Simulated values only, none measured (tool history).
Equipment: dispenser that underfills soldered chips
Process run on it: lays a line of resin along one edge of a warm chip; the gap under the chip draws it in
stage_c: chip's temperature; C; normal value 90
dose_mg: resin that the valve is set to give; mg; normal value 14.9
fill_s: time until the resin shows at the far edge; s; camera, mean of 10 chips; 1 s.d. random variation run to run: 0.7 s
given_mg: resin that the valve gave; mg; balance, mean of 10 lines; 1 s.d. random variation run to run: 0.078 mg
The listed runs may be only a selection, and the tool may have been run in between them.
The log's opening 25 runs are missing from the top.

| run | hour | stage_c | dose_mg | hours of work since the syringe was changed | hours of work since the valve was cleaned | hours of work since the stage was calibrated | fill_s | given_mg |
|---|---|---|---|---|---|---|---|---|
|  | 147.5 | new syringe of resin |
| 26 | 150.6 | 90 | 19.1 | 2 | 10 | 259 | 73.4 | 18.95 |
| 27 | 154.9 | 77 | 15.3 | 5 | 14 | 262 | 158.1 | 15.03 |
|  | 159 | new syringe of resin |
| 28 | 160.4 | 104 | 16.4 | 1 | 17 | 266 | 37.6 | 16.17 |
| 29 | 163.9 | 75 | 16.4 | 4 | 20 | 268 | 160.2 | 16.22 |
| 30 | 169.4 | 90 | 16.2 | 7 | 24 | 272 | 94.2 | 15.91 |
|  | 170.7 | new syringe of resin |
| 31 | 173.5 | 90 | 16.2 | 2 | 27 | 275 | 73.8 | 15.92 |
| 32 | 177.1 | 90 | 16.2 | 5 | 29 | 278 | 82.9 | 15.82 |
|  | 182.3 | new syringe of resin |
| 33 | 184.3 | 95 | 16.3 | 1 | 34 | 283 | 56.8 | 15.91 |
| 34 | 190.7 | 80 | 13.1 | 6 | 39 | 287 | 150.4 | 12.72 |
|  | 193.6 | new syringe of resin |
| 35 | 194.6 | 83 | 14.9 | 1 | 42 | 290 | 97.2 | 14.36 |

Here are 3 independent what-if runs from the current tool condition. What would each one return?
| A | 198 | 84 | 17.3 | 3 | 44 | 292 | ? | ? |
| B | 198 | 103 | 14 | 3 | 44 | 292 | ? | ? |
| C | 198 | 83 | 15.2 | 3 | 44 | 292 | ? | ? |

| run | fill_s | given_mg |
|---|---|---|
| A | 102.8 | 16.69 |
| B | 44.9 | 13.65 |
| C | 109.3 | 14.76 |
Had the tool no hidden state, the same runs would have come out as:
| run | fill_s | given_mg |
|---|---|---|
| A | 83.3 | 17.22 |
| B | 36.5 | 14.08 |
| C | 88.1 | 15.22 |

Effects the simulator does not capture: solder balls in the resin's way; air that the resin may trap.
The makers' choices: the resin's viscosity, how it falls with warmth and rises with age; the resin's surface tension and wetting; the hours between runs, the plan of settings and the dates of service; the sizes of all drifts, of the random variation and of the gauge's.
